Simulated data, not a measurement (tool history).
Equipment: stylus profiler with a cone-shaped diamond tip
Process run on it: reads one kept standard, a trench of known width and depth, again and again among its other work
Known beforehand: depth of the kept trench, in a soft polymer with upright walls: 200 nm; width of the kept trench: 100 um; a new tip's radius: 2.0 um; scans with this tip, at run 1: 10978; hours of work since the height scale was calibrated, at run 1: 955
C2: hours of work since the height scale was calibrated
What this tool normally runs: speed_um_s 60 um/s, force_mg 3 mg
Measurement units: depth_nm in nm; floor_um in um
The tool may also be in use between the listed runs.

Run 1, hour 0: usual settings; scans with this tip 10978; C2 955. Result: depth_nm 203.41 nm, floor_um 96.62 um.
Run 2, hour 13.2: usual settings but force_mg 1.36 mg; scans with this tip 11099; C2 966. Result: depth_nm 202.22 nm, floor_um 96.49 um.
Run 3, hour 32.1: usual settings but force_mg 1.36 mg; scans with this tip 11271; C2 981. Result: depth_nm 202.05 nm, floor_um 96.45 um.
Run 4, hour 48.9: usual settings but force_mg 1.36 mg; scans with this tip 11425; C2 994. Result: depth_nm 202.18 nm, floor_um 96.44 um.
At hour 69.4: new tip fitted, height scale calibrated.
Run 5, hour 69.6: usual settings but force_mg 1.36 mg; scans with this tip 2; C2 0. Result: depth_nm 202.14 nm, floor_um 97.7 um.
Run 6, hour 81.7: usual settings but speed_um_s 21 um/s; scans with this tip 113; C2 10. Result: depth_nm 203.37 nm, floor_um 98.12 um.
Run 7, hour 96.3: usual settings but speed_um_s 216 um/s; scans with this tip 246; C2 21. Result: depth_nm 203.4 nm, floor_um 97.08 um.
Run 8, hour 109.4: usual settings but force_mg 7.4 mg; scans with this tip 366; C2 32. Result: depth_nm 206.19 nm, floor_um 97.96 um.
Run 9, hour 125.1: usual settings; scans with this tip 509; C2 44. Result: depth_nm 203.38 nm, floor_um 97.81 um.
Run 10, hour 139.1: usual settings; scans with this tip 636; C2 55. Result: depth_nm 203.45 nm, floor_um 97.82 um.
Run 11, hour 147.6: usual settings; scans with this tip 715; C2 62. Result: depth_nm 203.37 nm, floor_um 97.77 um.
Run 12, hour 158.7: usual settings; scans with this tip 815; C2 71. Result: depth_nm 203.53 nm, floor_um 97.78 um.
Run 13, hour 173.5: usual settings; scans with this tip 951; C2 83. Result: depth_nm 203.41 nm, floor_um 97.79 um.
Run 14, hour 181.6: usual settings; scans with this tip 1025; C2 89. Result: depth_nm 203.39 nm, floor_um 97.72 um.
Run 15, hour 190.9: usual settings but speed_um_s 19 um/s; scans with this tip 1109; C2 96. Result: depth_nm 203.43 nm, floor_um 97.89 um.
Run 16, hour 208.3: usual settings but speed_um_s 19 um/s; scans with this tip 1269; C2 110. Result: depth_nm 203.52 nm, floor_um 97.92 um.
Run 17, hour 224.2: usual settings but speed_um_s 19 um/s; scans with this tip 1414; C2 123. Result: depth_nm 203.4 nm, floor_um 97.9 um.
Run 18, hour 235.4: usual settings but speed_um_s 19 um/s; scans with this tip 1516; C2 132. Result: depth_nm 203.46 nm, floor_um 97.89 um.
Run 19, hour 251.1: usual settings but speed_um_s 19 um/s; scans with this tip 1660; C2 144. Result: depth_nm 203.54 nm, floor_um 97.85 um.
Run 20, hour 264.6: usual settings but force_mg 7.43 mg; scans with this tip 1783; C2 155. Result: depth_nm 206.09 nm, floor_um 97.69 um.
Run 21, hour 277.6: usual settings but force_mg 3.27 mg; scans with this tip 1901; C2 165. Result: depth_nm 203.72 nm, floor_um 97.65 um.
Run 22, hour 286.6: usual settings but force_mg 3.27 mg; scans with this tip 1983; C2 173. Result: depth_nm 203.65 nm, floor_um 97.58 um.
Run 23, hour 296.3: usual settings but force_mg 1.73 mg; scans with this tip 2071; C2 180. Result: depth_nm 202.43 nm, floor_um 97.54 um.
Run 24, hour 312.5: usual settings but speed_um_s 55 um/s, force_mg 1.11 mg; scans with this tip 2220; C2 193. Result: depth_nm 201.89 nm, floor_um 97.47 um.
Run 25, hour 328.6: usual settings but speed_um_s 234 um/s, force_mg 4.62 mg; scans with this tip 2366; C2 206. Result: depth_nm 204.69 nm, floor_um 96.89 um.
Run 26, hour 341.5: usual settings but speed_um_s 15 um/s, force_mg 4.62 mg; scans with this tip 2484; C2 216. Result: depth_nm 204.62 nm, floor_um 97.82 um.
Run 27, hour 359.7: usual settings but speed_um_s 19 um/s, force_mg 4.62 mg; scans with this tip 2651; C2 231. Result: depth_nm 204.58 nm, floor_um 97.78 um.
Run 28, hour 374.8: usual settings but speed_um_s 26 um/s, force_mg 1.6 mg; scans with this tip 2788; C2 243. Result: depth_nm 202.34 nm, floor_um 97.62 um.
Run 29, hour 390.3: usual settings but speed_um_s 56 um/s, force_mg 1.23 mg; scans with this tip 2930; C2 255. Result: depth_nm 201.89 nm, floor_um 97.34 um.
Run 30, hour 406.7: usual settings but speed_um_s 56 um/s, force_mg 1.23 mg; scans with this tip 3080; C2 268. Result: depth_nm 201.95 nm, floor_um 97.31 um.
Run 31, hour 415.9: usual settings but speed_um_s 56 um/s, force_mg 1.23 mg; scans with this tip 3164; C2 275. Result: depth_nm 201.95 nm, floor_um 97.29 um.
Run 32, hour 428.1: usual settings but speed_um_s 56 um/s, force_mg 1.23 mg; scans with this tip 3275; C2 285. Result: depth_nm 202 nm, floor_um 97.3 um.
Run 33, hour 439.3: usual settings but speed_um_s 56 um/s, force_mg 1.23 mg; scans with this tip 3377; C2 294. Result: depth_nm 201.97 nm, floor_um 97.29 um.
Run 34, hour 449.2: usual settings but speed_um_s 56 um/s, force_mg 1.23 mg; scans with this tip 3467; C2 302. Result: depth_nm 202.07 nm, floor_um 97.29 um.
Run 35, hour 466.1: usual settings but speed_um_s 104 um/s, force_mg 3.87 mg; scans with this tip 3622; C2 315. Result: depth_nm 204.21 nm, floor_um 97.26 um.
Run 36, hour 480.7: usual settings but force_mg 6.92 mg; scans with this tip 3755; C2 327. Result: depth_nm 205.88 nm, floor_um 97.53 um.
Run 37, hour 495.4: usual settings but speed_um_s 182 um/s, force_mg 1.21 mg; scans with this tip 3889; C2 338. Result: depth_nm 202 nm, floor_um 96.19 um.
Run 38, hour 507.6: usual settings but speed_um_s 28 um/s, force_mg 4.16 mg; scans with this tip 4001; C2 348. Result: depth_nm 204.3 nm, floor_um 97.46 um.
Run 39, hour 522.3: usual settings but speed_um_s 48 um/s, force_mg 1.47 mg; scans with this tip 4135; C2 360. Result: depth_nm 202.26 nm, floor_um 97.31 um.
Run 40, hour 537.3: usual settings but speed_um_s 21 um/s, force_mg 2.78 mg; scans with this tip 4272; C2 372. Result: depth_nm 203.4 nm, floor_um 97.43 um.
Run 41, hour 545.1: usual settings but speed_um_s 21 um/s, force_mg 2.78 mg; scans with this tip 4343; C2 378. Result: depth_nm 203.38 nm, floor_um 97.45 um.
Run 42, hour 556: usual settings but speed_um_s 87 um/s, force_mg 3.8 mg; scans with this tip 4442; C2 386. Result: depth_nm 204.04 nm, floor_um 97.26 um.
Run 43, hour 573.2: usual settings but speed_um_s 34 um/s, force_mg 8.04 mg; scans with this tip 4600; C2 400. Result: depth_nm 206.59 nm, floor_um 97.49 um.
Run 44, hour 587.9: usual settings but speed_um_s 34 um/s, force_mg 8.04 mg; scans with this tip 4734; C2 412. Result: depth_nm 206.57 nm, floor_um 97.46 um.
Run 45, hour 596.8: usual settings but speed_um_s 34 um/s, force_mg 8.04 mg; scans with this tip 4815; C2 419. Result: depth_nm 206.59 nm, floor_um 97.4 um.
Run 46, hour 607.4: usual settings but speed_um_s 34 um/s, force_mg 8.04 mg; scans with this tip 4912; C2 427. Result: depth_nm 206.58 nm, floor_um 97.45 um.

A few steps of depth_nm between consecutive runs. Split each: what settings, incoming material and random variation would produce without the hidden state, and what is left over for the hidden state, along with gauge scatter present in only one of the two compared results (measured, and without hidden state):
The tool's hidden condition here consists of: radius of the tip, um; height scale over the true one, %; drift of the gauge itself on depth_nm, %; drift of the gauge itself on floor_um, %.
Run 2 -> 3: no setting touched and nothing written in the log between the runs. depth_nm -0.17 nm: hidden state +0.01, all else -0.18.
Run 4 -> 5: new tip fitted, height scale calibrated. depth_nm -0.04 nm: hidden state -0.08, all else +0.04.
Run 8 -> 9: force_mg 7.4 -> 3. depth_nm -2.81 nm: hidden state +0, all else -2.81.
Run 24 -> 25: speed_um_s 55 -> 234, force_mg 1.11 -> 4.62. depth_nm +2.8 nm: hidden state +0, all else +2.8.
Run 36 -> 37: speed_um_s 60 -> 182, force_mg 6.92 -> 1.21. depth_nm -3.88 nm: hidden state -0.01, all else -3.87.
Run 42 -> 43: speed_um_s 87 -> 34, force_mg 3.8 -> 8.04. depth_nm +2.55 nm: hidden state +0.02, all else +2.53.
